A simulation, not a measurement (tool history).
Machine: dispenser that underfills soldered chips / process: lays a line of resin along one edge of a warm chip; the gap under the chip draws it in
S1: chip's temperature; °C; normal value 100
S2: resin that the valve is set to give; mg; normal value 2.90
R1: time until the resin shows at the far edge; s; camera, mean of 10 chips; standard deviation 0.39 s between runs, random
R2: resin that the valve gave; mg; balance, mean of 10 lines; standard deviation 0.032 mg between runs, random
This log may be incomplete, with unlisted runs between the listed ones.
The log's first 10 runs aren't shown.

At hour 69.0: new syringe of resin.
Run 11, hour 73.4: usual settings but S1 109 °C. Result: R1 18.7 s, R2 2.92 mg.
At hour 78.8: new syringe of resin.
Run 12, hour 82.2: usual settings. Result: R1 27.1 s, R2 2.88 mg.
At hour 88.2: new syringe of resin.
Run 13, hour 90.5: usual settings. Result: R1 26.3 s, R2 2.86 mg.
At hour 97.4: new syringe of resin.
Run 14, hour 99.6: usual settings. Result: R1 25.7 s, R2 2.83 mg.
At hour 106.8: new syringe of resin.
Run 15, hour 107.8: usual settings but S2 3.68 mg. Result: R1 23.7 s, R2 3.55 mg.
At hour 116.3: new syringe of resin.
Run 16, hour 118.5: usual settings. Result: R1 25.6 s, R2 2.78 mg.
At hour 125.3: new syringe of resin.
Run 17, hour 129.0: usual settings. Result: R1 28.0 s, R2 2.79 mg.
At hour 134.6: new syringe of resin.
Run 18, hour 139.3: usual settings but S1 103 °C, S2 3.28 mg. Result: R1 25.0 s, R2 3.15 mg.
At hour 144.0: new syringe of resin.
Run 19, hour 149.6: usual settings but S1 94 °C, S2 2.68 mg. Result: R1 41.2 s, R2 2.54 mg.
At hour 153.1: new syringe of resin.
Run 20, hour 158.5: usual settings but S1 94 °C, S2 3.31 mg. Result: R1 37.5 s, R2 3.08 mg.
At hour 162.4: new syringe of resin.
Run 21, hour 164.0: usual settings but S1 105 °C, S2 2.80 mg. Result: R1 20.4 s, R2 2.62 mg.
At hour 171.5: new syringe of resin.
Run 22, hour 173.6: usual settings but S1 105 °C, S2 2.80 mg. Result: R1 21.7 s, R2 2.58 mg.
At hour 176.1: dispensing valve cleaned and set on the balance.
Run 23, hour 179.4: usual settings but S1 95 °C, S2 3.11 mg. Result: R1 39.5 s, R2 3.10 mg.
At hour 182.1: new syringe of resin.
Run 24, hour 187.8: usual settings but S1 95 °C, S2 3.11 mg. Result: R1 38.2 s, R2 3.09 mg.
At hour 191.8: new syringe of resin.
Run 25, hour 193.7: usual settings but S1 88 °C, S2 3.56 mg. Result: R1 42.4 s, R2 3.52 mg.
At hour 201.6: new syringe of resin.
Run 26, hour 201.6: usual settings but S1 88 °C, S2 3.56 mg. Result: R1 39.4 s, R2 3.49 mg.
Run 27, hour 207.0: usual settings but S1 86 °C, S2 3.23 mg. Result: R1 55.4 s, R2 3.18 mg.
At hour 211.4: new syringe of resin.
Run 28, hour 215.4: usual settings but S1 86 °C, S2 3.23 mg. Result: R1 52.4 s, R2 3.16 mg.
At hour 220.7: new syringe of resin.
Run 29, hour 222.8: usual settings but S1 88 °C, S2 3.15 mg. Result: R1 42.7 s, R2 3.06 mg.
Run 30, hour 228.8: usual settings but S1 99 °C, S2 2.73 mg. Result: R1 35.6 s, R2 2.66 mg.
At hour 230.6: new syringe of resin.
Run 31, hour 234.8: usual settings but S1 88 °C. Result: R1 50.7 s, R2 2.82 mg.
At hour 240.0: new syringe of resin.
Run 32, hour 242.6: usual settings but S1 93 °C, S2 3.38 mg. Result: R1 35.2 s, R2 3.30 mg.
At hour 249.4: new syringe of resin.
Run 33, hour 249.9: usual settings but S1 93 °C, S2 3.38 mg. Result: R1 32.0 s, R2 3.27 mg.
Run 34, hour 258.1: usual settings but S1 110 °C, S2 3.74 mg. Result: R1 21.7 s, R2 3.56 mg.

5 ways to go on from here, each from the tool as it stands after run 34. What would each give?
At hour 259.2: new syringe of resin.
Run A, hour 264.6: usual settings but S1 103 °C. Result: R1 ?, R2 ?.
At hour 259.2: new syringe of resin.
Run B, hour 264.6: usual settings but S1 102 °C, S2 3.38 mg. Result: R1 ?, R2 ?.
At hour 259.2: new syringe of resin.
Run C, hour 264.6: usual settings but S1 103 °C. Result: R1 ?, R2 ?.
At hour 259.2: new syringe of resin.
Run D, hour 264.6: usual settings but S1 102 °C, S2 3.74 mg. Result: R1 ?, R2 ?.
At hour 259.2: new syringe of resin.
Run E, hour 264.6: usual settings but S1 94 °C, S2 3.05 mg. Result: R1 ?, R2 ?.

run    R1    R2
  A  26.3  2.74
  B  26.8  3.23
  C  26.0  2.76
  D  26.0  3.57
  E  38.3  2.88
The same runs, with their run-to-run variation unchanged, on a tool lacking any hidden condition would have given:
run    R1    R2
  A  22.0  2.90
  B  22.5  3.41
  C  21.6  2.91
  D  21.9  3.77
  E  32.1  3.05
